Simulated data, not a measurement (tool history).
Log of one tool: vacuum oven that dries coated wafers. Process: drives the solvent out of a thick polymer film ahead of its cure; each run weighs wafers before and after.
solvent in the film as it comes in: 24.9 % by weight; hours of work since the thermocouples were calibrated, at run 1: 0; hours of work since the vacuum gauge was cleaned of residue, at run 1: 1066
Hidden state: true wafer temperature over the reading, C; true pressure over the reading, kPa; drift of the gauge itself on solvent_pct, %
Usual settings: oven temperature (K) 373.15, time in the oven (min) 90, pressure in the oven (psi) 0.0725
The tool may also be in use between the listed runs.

run	hour	oven temperature (K)	time in the oven (min)	pressure in the oven (psi)	hours of work since the thermocouples were calibrated	hours of work since the vacuum gauge was cleaned of residue	solvent left in the film (%)
1	0.0	373.15	90	0.0725	0	1066	3.63
2	123.8	373.15	90	0.0725	96	1163	3.65
3	203.2	373.15	90	0.0725	158	1225	3.60
4	263.2	370.15	90	0.0725	205	1271	4.81
5	315.2	373.15	90	0.0725	245	1312	3.76
6	423.0	373.15	90	0.0725	329	1396	3.65
7	493.7	373.15	90	0.0725	384	1451	3.64
8	560.7	373.15	90	0.0725	436	1503	3.66
9	671.4	373.15	90	0.0725	522	1589	3.71
10	765.9	373.15	90	0.0725	596	1662	3.74
11	889.9	373.15	90	0.0725	692	1759	3.64
12	967.2	373.15	90	0.0725	753	1819	3.73
# hour 1081.3: vacuum gauge cleaned of residue and calibrated
13	1086.8	373.15	116	0.0725	844	4	2.96
14	1140.3	378.15	90	0.0725	886	46	2.44
15	1245.1	373.15	90	0.0725	968	127	4.00
16	1356.0	358.15	90	0.0725	1054	214	11.44
17	1427.8	358.15	90	0.0725	1110	270	11.11
18	1483.8	358.15	90	0.0725	1153	313	11.36
# hour 1501.1: vacuum gauge cleaned of residue and calibrated, once more
19	1548.0	373.15	71	0.0725	1202	36	3.93
20	1624.3	373.15	71	0.0725	1262	96	3.88
21	1715.0	373.15	71	0.0725	1332	166	3.84
22	1832.1	373.15	98	0.0725	1423	258	2.29
23	1896.4	366.15	90	0.0725	1473	308	5.64
24	1989.9	366.15	90	0.0725	1546	380	5.53
25	2040.4	387.15	123	0.0682	1585	420	0.47
26	2142.4	387.15	83	0.0393	1665	499	0.49
# hour 2152.0: oven's thermocouples calibrated
27	2197.2	387.15	83	0.0393	35	540	0.57
28	2316.0	372.15	142	0.2528	128	633	3.45
29	2376.5	373.15	133	0.2528	175	680	3.37
30	2442.9	372.15	90	0.1237	226	731	4.37
31	2515.2	361.15	72	0.1237	283	788	11.23
32	2590.4	368.15	106	0.0425	341	846	4.60
33	2678.0	378.15	106	0.0590	409	914	1.56
34	2782.4	362.15	54	0.0656	490	995	12.45
35	2855.6	362.15	54	0.0656	548	1052	12.28
36	2949.2	385.15	54	0.0656	620	1125	1.98
37	3041.6	385.15	54	0.0656	692	1197	2.01
38	3120.6	385.15	54	0.0656	754	1259	2.03
39	3174.3	385.15	54	0.0656	795	1300	2.05
40	3259.9	368.15	90	0.0725	862	1367	5.71
41	3380.4	368.15	105	0.1505	956	1461	5.52
42	3438.1	364.15	120	0.1652	1001	1506	6.84
43	3553.2	364.15	120	0.1652	1090	1595	6.82
44	3666.8	371.15	71	0.0725	1179	1684	5.63
45	3779.4	373.15	55	0.1009	1266	1771	6.68
46	3859.1	369.15	51	0.0866	1328	1833	9.15
# hour 3948.3: vacuum gauge cleaned of residue and calibrated
47	3948.3	359.15	77	0.0737	1397	0	10.34

Forecast each of these 3 alternatives for the next run:
A	4005.8	361.15	90	0.0725	1441	45	?
B	4005.8	360.15	143	0.0725	1441	45	?
C	4005.8	387.15	140	0.1829	1441	45	?

run	solvent left in the film (%)
A	8.16
B	5.49
C	0.99
Without the tool's hidden state the same runs would have given:
run	solvent left in the film (%)
A	8.87
B	6.17
C	1.03
